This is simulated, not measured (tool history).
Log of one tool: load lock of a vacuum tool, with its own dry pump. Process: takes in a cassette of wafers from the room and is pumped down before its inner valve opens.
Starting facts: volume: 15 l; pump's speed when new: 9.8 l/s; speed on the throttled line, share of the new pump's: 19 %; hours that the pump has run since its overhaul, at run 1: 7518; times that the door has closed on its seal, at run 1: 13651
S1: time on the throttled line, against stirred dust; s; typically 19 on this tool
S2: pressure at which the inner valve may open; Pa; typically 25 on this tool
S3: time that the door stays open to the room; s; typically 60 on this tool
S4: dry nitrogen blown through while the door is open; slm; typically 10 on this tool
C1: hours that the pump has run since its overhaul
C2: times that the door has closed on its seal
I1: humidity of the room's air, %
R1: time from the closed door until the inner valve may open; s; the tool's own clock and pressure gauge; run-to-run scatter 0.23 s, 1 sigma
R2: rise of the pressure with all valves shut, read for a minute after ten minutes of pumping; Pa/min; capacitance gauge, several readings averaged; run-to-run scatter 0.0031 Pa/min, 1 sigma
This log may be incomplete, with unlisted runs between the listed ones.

{"run": 1, "day": 0.0, "S1": 19, "S2": 25, "S3": 60, "S4": 10, "C1": 7518, "C2": 13651, "I1": 43, "R1": 29.8, "R2": 0.195}
{"run": 2, "day": 4.3, "S1": 19, "S2": 25, "S3": 60, "S4": 10, "C1": 7621, "C2": 13898, "I1": 46.1, "R1": 30, "R2": 0.202}
{"run": 3, "day": 7.258, "S1": 19, "S2": 25, "S3": 60, "S4": 10, "C1": 7692, "C2": 14068, "I1": 50.2, "R1": 30, "R2": 0.214}
{"run": 4, "day": 11.175, "S1": 19, "S2": 25, "S3": 60, "S4": 10, "C1": 7786, "C2": 14293, "I1": 52, "R1": 30, "R2": 0.216}
{"run": 5, "day": 16.388, "S1": 19, "S2": 25, "S3": 60, "S4": 10, "C1": 7911, "C2": 14592, "I1": 49.7, "R1": 30, "R2": 0.218}
{"run": 6, "day": 21.358, "S1": 19, "S2": 25, "S3": 60, "S4": 10, "C1": 8031, "C2": 14878, "I1": 42.5, "R1": 29.7, "R2": 0.208}
{"run": 7, "day": 24.962, "S1": 31, "S2": 25, "S3": 60, "S4": 10, "C1": 8117, "C2": 15085, "I1": 46.3, "R1": 39.4, "R2": 0.217}
{"run": 8, "day": 30.275, "S1": 19, "S2": 25, "S3": 60, "S4": 10, "C1": 8245, "C2": 15390, "I1": 45.2, "R1": 30.3, "R2": 0.223}
{"run": 9, "day": 36.604, "S1": 19, "S2": 25, "S3": 84, "S4": 10, "C1": 8396, "C2": 15754, "I1": 44.2, "R1": 30.2, "R2": 0.242}
{"run": 10, "day": 40.75, "S1": 16, "S2": 25, "S3": 84, "S4": 10, "C1": 8496, "C2": 15992, "I1": 43, "R1": 28, "R2": 0.239}
{"run": 11, "day": 44.275, "S1": 16, "S2": 25, "S3": 84, "S4": 10, "C1": 8581, "C2": 16195, "I1": 45.5, "R1": 27.8, "R2": 0.252}
{"run": 12, "day": 48.6, "S1": 19, "S2": 25, "S3": 93, "S4": 10, "C1": 8684, "C2": 16443, "I1": 44.5, "R1": 30.3, "R2": 0.256}
{"run": 13, "day": 51.912, "S1": 19, "S2": 25, "S3": 60, "S4": 10, "C1": 8764, "C2": 16633, "I1": 46.8, "R1": 30, "R2": 0.245}
{"run": 14, "day": 57.383, "S1": 19, "S2": 25, "S3": 60, "S4": 5, "C1": 8895, "C2": 16948, "I1": 44.6, "R1": 30.3, "R2": 0.26}
{"run": 15, "day": 63.75, "S1": 19, "S2": 25, "S3": 60, "S4": 5, "C1": 9048, "C2": 17314, "I1": 43, "R1": 30.4, "R2": 0.257}
{"run": 16, "day": 67.812, "S1": 19, "S2": 25, "S3": 60, "S4": 5, "C1": 9145, "C2": 17547, "I1": 44.4, "R1": 30.2, "R2": 0.261}
{"run": 17, "day": 72.662, "S1": 19, "S2": 25, "S3": 60, "S4": 13, "C1": 9262, "C2": 17826, "I1": 42.5, "R1": 30.1, "R2": 0.248}
{"run": 18, "day": 78.558, "S1": 19, "S2": 25, "S3": 60, "S4": 13, "C1": 9403, "C2": 18165, "I1": 46, "R1": 30.4, "R2": 0.263}
{"run": 19, "day": 83.479, "S1": 19, "S2": 23, "S3": 34, "S4": 6, "C1": 9521, "C2": 18447, "I1": 46, "R1": 30.8, "R2": 0.259}
{"run": 20, "day": 90.321, "S1": 26, "S2": 28, "S3": 186, "S4": 13, "C1": 9686, "C2": 18841, "I1": 44.2, "R1": 35.4, "R2": 0.324}
{"run": 21, "day": 93.546, "S1": 26, "S2": 28, "S3": 186, "S4": 13, "C1": 9763, "C2": 19026, "I1": 43.5, "R1": 35.3, "R2": 0.32}
{"run": 22, "day": 98.617, "S1": 26, "S2": 28, "S3": 186, "S4": 13, "C1": 9885, "C2": 19317, "I1": 43.2, "R1": 35.7, "R2": 0.34}
{"run": 23, "day": 105.175, "S1": 19, "S2": 27, "S3": 97, "S4": 10, "C1": 10042, "C2": 19694, "I1": 47, "R1": 30.5, "R2": 0.317}
{"run": 24, "day": 110.079, "S1": 28, "S2": 25, "S3": 60, "S4": 10, "C1": 10160, "C2": 19976, "I1": 43.7, "R1": 37.3, "R2": 0.303}
{"run": 25, "day": 113.742, "S1": 21, "S2": 25, "S3": 87, "S4": 9, "C1": 10248, "C2": 20186, "I1": 43.3, "R1": 32.4, "R2": 0.309}
{"run": 26, "day": 116.833, "S1": 21, "S2": 25, "S3": 87, "S4": 9, "C1": 10322, "C2": 20364, "I1": 42.6, "R1": 32.1, "R2": 0.31}
{"run": 27, "day": 122.2, "S1": 12, "S2": 25, "S3": 89, "S4": 10, "C1": 10451, "C2": 20672, "I1": 42.2, "R1": 25.3, "R2": 0.328}
{"run": 28, "day": 125.075, "S1": 12, "S2": 25, "S3": 89, "S4": 10, "C1": 10520, "C2": 20838, "I1": 43.3, "R1": 25.3, "R2": 0.337}
{"run": 29, "day": 130.896, "S1": 12, "S2": 25, "S3": 89, "S4": 10, "C1": 10659, "C2": 21172, "I1": 44.7, "R1": 25.5, "R2": 0.328}
{"run": 30, "day": 135.825, "S1": 35, "S2": 24, "S3": 60, "S4": 8, "C1": 10778, "C2": 21455, "I1": 47.6, "R1": 42.7, "R2": 0.328}
{"run": 31, "day": 140.475, "S1": 10, "S2": 48, "S3": 167, "S4": 10, "C1": 10889, "C2": 21722, "I1": 45.1, "R1": 22.8, "R2": 0.381}
{"run": 32, "day": 144.542, "S1": 10, "S2": 24, "S3": 84, "S4": 10, "C1": 10987, "C2": 21956, "I1": 42.9, "R1": 24.4, "R2": 0.342}
{"run": 33, "day": 150.354, "S1": 19, "S2": 25, "S3": 60, "S4": 17, "C1": 11126, "C2": 22290, "I1": 44.6, "R1": 30.8, "R2": 0.33}
{"run": 34, "day": 155.892, "S1": 30, "S2": 25, "S3": 60, "S4": 10, "C1": 11259, "C2": 22608, "I1": 48.7, "R1": 39.4, "R2": 0.345}
{"day": 158.412, "done": "dry pump taken out, an overhauled one fitted"}
{"run": 35, "day": 161.308, "S1": 12, "S2": 25, "S3": 197, "S4": 34, "C1": 70, "C2": 22905, "I1": 43.1, "R1": 22.5, "R2": 0.356}
{"run": 36, "day": 164.529, "S1": 32, "S2": 25, "S3": 44, "S4": 34, "C1": 147, "C2": 23090, "I1": 44.7, "R1": 38.1, "R2": 0.316}

Consider 5 possible next runs. They are alternatives, not a sequence: every one starts from the tool as it was left by run 36. What does each give?
{"run": "A", "day": 167.679, "S1": 36, "S2": 25, "S3": 60, "S4": 10, "C1": 222, "C2": 23271, "I1": 45.4, "R1": "?", "R2": "?"}
{"run": "B", "day": 167.679, "S1": 12, "S2": 25, "S3": 80, "S4": 16, "C1": 222, "C2": 23271, "I1": 41.8, "R1": "?", "R2": "?"}
{"run": "C", "day": 167.679, "S1": 12, "S2": 25, "S3": 76, "S4": 17, "C1": 222, "C2": 23271, "I1": 48.3, "R1": "?", "R2": "?"}
{"run": "D", "day": 167.679, "S1": 19, "S2": 22, "S3": 60, "S4": 4, "C1": 222, "C2": 23271, "I1": 40.2, "R1": "?", "R2": "?"}
{"run": "E", "day": 167.679, "S1": 26, "S2": 46, "S3": 34, "S4": 10, "C1": 222, "C2": 23271, "I1": 44.6, "R1": "?", "R2": "?"}

run=A R1=41.9 R2=0.363
run=B R1=22.5 R2=0.352
run=C R1=22.4 R2=0.36
run=D R1=28.4 R2=0.37
run=E R1=32.5 R2=0.333
Take away the tool's hidden state, keep each run's random variation, and the runs would have read:
run=A R1=41.9 R2=0.073
run=B R1=22.6 R2=0.064
run=C R1=22.5 R2=0.07
run=D R1=28.5 R2=0.079
run=E R1=32.5 R2=0.051
